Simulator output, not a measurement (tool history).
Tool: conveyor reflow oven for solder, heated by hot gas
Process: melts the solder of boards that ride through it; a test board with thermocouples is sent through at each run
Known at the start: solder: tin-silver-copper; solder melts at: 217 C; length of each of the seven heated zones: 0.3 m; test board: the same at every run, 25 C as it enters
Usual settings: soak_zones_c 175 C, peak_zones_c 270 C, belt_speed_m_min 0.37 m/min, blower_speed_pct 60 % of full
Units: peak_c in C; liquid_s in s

run 1 hour=0 | soak_zones_c=175 peak_zones_c=270 belt_speed_m_min=0.37 blower_speed_pct=60 | peak_c=248.8 liquid_s=70
-- hour=10.2 flux residue cleaned out of gas plates and filters
run 2 hour=62.7 | soak_zones_c=175 peak_zones_c=263 belt_speed_m_min=0.37 blower_speed_pct=60 | peak_c=245.2 liquid_s=65.7
run 3 hour=138.9 | soak_zones_c=175 peak_zones_c=270 belt_speed_m_min=0.39 blower_speed_pct=60 | peak_c=249.4 liquid_s=65.6
run 4 hour=198.4 | soak_zones_c=175 peak_zones_c=280 belt_speed_m_min=0.39 blower_speed_pct=60 | peak_c=257 liquid_s=73.7
run 5 hour=262.5 | soak_zones_c=175 peak_zones_c=280 belt_speed_m_min=0.39 blower_speed_pct=60 | peak_c=257 liquid_s=73
-- hour=282.4 belt drive overhauled, speed set with a stopwatch
run 6 hour=305.9 | soak_zones_c=175 peak_zones_c=280 belt_speed_m_min=0.39 blower_speed_pct=60 | peak_c=255.6 liquid_s=70.1
run 7 hour=380.2 | soak_zones_c=175 peak_zones_c=270 belt_speed_m_min=0.37 blower_speed_pct=60 | peak_c=249.3 liquid_s=68.4
run 8 hour=423 | soak_zones_c=175 peak_zones_c=270 belt_speed_m_min=0.37 blower_speed_pct=60 | peak_c=249.4 liquid_s=68.1
run 9 hour=476.6 | soak_zones_c=175 peak_zones_c=270 belt_speed_m_min=0.405 blower_speed_pct=60 | peak_c=245.6 liquid_s=57
run 10 hour=513.9 | soak_zones_c=175 peak_zones_c=279 belt_speed_m_min=0.37 blower_speed_pct=60 | peak_c=256.1 liquid_s=74.9
run 11 hour=589.1 | soak_zones_c=175 peak_zones_c=279 belt_speed_m_min=0.37 blower_speed_pct=60 | peak_c=256.4 liquid_s=74.8
-- hour=605.3 flux residue cleaned out of gas plates and filters
run 12 hour=673.2 | soak_zones_c=175 peak_zones_c=279 belt_speed_m_min=0.37 blower_speed_pct=60 | peak_c=258.7 liquid_s=77.7
run 13 hour=733.6 | soak_zones_c=175 peak_zones_c=270 belt_speed_m_min=0.37 blower_speed_pct=60 | peak_c=250.9 liquid_s=70.6
run 14 hour=771.5 | soak_zones_c=175 peak_zones_c=270 belt_speed_m_min=0.37 blower_speed_pct=60 | peak_c=250.7 liquid_s=70.5
-- hour=778.9 thermocouples of zones 6 and 7 changed
run 15 hour=824.4 | soak_zones_c=175 peak_zones_c=261 belt_speed_m_min=0.37 blower_speed_pct=60 | peak_c=241.9 liquid_s=60.4
run 16 hour=892.4 | soak_zones_c=173 peak_zones_c=276 belt_speed_m_min=0.37 blower_speed_pct=60 | peak_c=254 liquid_s=72.3
run 17 hour=942.6 | soak_zones_c=173 peak_zones_c=283 belt_speed_m_min=0.432 blower_speed_pct=71 | peak_c=255.9 liquid_s=63
run 18 hour=1019.9 | soak_zones_c=169 peak_zones_c=265 belt_speed_m_min=0.38 blower_speed_pct=60 | peak_c=242.5 liquid_s=55.9
run 19 hour=1084.3 | soak_zones_c=177 peak_zones_c=272 belt_speed_m_min=0.37 blower_speed_pct=60 | peak_c=250.5 liquid_s=70.6
run 20 hour=1163.5 | soak_zones_c=177 peak_zones_c=272 belt_speed_m_min=0.37 blower_speed_pct=60 | peak_c=250.3 liquid_s=70.9
-- hour=1196.3 flux residue cleaned out of gas plates and filters
run 21 hour=1232.1 | soak_zones_c=165 peak_zones_c=282 belt_speed_m_min=0.392 blower_speed_pct=89 | peak_c=264.2 liquid_s=74.3
run 22 hour=1285.7 | soak_zones_c=175 peak_zones_c=265 belt_speed_m_min=0.344 blower_speed_pct=69 | peak_c=250.9 liquid_s=78.8
run 23 hour=1319.6 | soak_zones_c=175 peak_zones_c=265 belt_speed_m_min=0.344 blower_speed_pct=69 | peak_c=251.1 liquid_s=78.2
run 24 hour=1393.6 | soak_zones_c=175 peak_zones_c=265 belt_speed_m_min=0.344 blower_speed_pct=69 | peak_c=251.2 liquid_s=78.5
run 25 hour=1464.9 | soak_zones_c=167 peak_zones_c=265 belt_speed_m_min=0.427 blower_speed_pct=69 | peak_c=240.8 liquid_s=47.6
run 26 hour=1533 | soak_zones_c=175 peak_zones_c=270 belt_speed_m_min=0.332 blower_speed_pct=72 | peak_c=256.4 liquid_s=86.8
run 27 hour=1595.7 | soak_zones_c=169 peak_zones_c=270 belt_speed_m_min=0.431 blower_speed_pct=76 | peak_c=246.3 liquid_s=53.9
run 28 hour=1639 | soak_zones_c=169 peak_zones_c=270 belt_speed_m_min=0.431 blower_speed_pct=76 | peak_c=246.5 liquid_s=53.6
run 29 hour=1702.6 | soak_zones_c=189 peak_zones_c=270 belt_speed_m_min=0.431 blower_speed_pct=72 | peak_c=250.3 liquid_s=66.1
run 30 hour=1746 | soak_zones_c=189 peak_zones_c=270 belt_speed_m_min=0.431 blower_speed_pct=72 | peak_c=250.2 liquid_s=65.7

Forecast each of these 4 alternatives for the next run:
-- hour=1774.4 thermocouples of zones 6 and 7 changed
-- hour=1786.7 flux residue cleaned out of gas plates and filters
run A hour=1825.2 | soak_zones_c=163 peak_zones_c=276 belt_speed_m_min=0.37 blower_speed_pct=80 | peak_c=? liquid_s=?
-- hour=1774.4 thermocouples of zones 6 and 7 changed
-- hour=1786.7 flux residue cleaned out of gas plates and filters
run B hour=1825.2 | soak_zones_c=186 peak_zones_c=264 belt_speed_m_min=0.33 blower_speed_pct=60 | peak_c=? liquid_s=?
-- hour=1774.4 thermocouples of zones 6 and 7 changed
-- hour=1786.7 flux residue cleaned out of gas plates and filters
run C hour=1825.2 | soak_zones_c=189 peak_zones_c=272 belt_speed_m_min=0.431 blower_speed_pct=70 | peak_c=? liquid_s=?
-- hour=1774.4 thermocouples of zones 6 and 7 changed
-- hour=1786.7 flux residue cleaned out of gas plates and filters
run D hour=1825.2 | soak_zones_c=189 peak_zones_c=270 belt_speed_m_min=0.33 blower_speed_pct=72 | peak_c=? liquid_s=?

run=A peak_c=257.6 liquid_s=73.4
run=B peak_c=250.6 liquid_s=87.6
run=C peak_c=251.8 liquid_s=68.3
run=D peak_c=258.4 liquid_s=97.7
Without the tool's hidden state the same runs would have given:
run=A peak_c=257.6 liquid_s=72.3
run=B peak_c=250.7 liquid_s=86.2
run=C peak_c=251.8 liquid_s=67.2
run=D peak_c=258.5 liquid_s=96.2
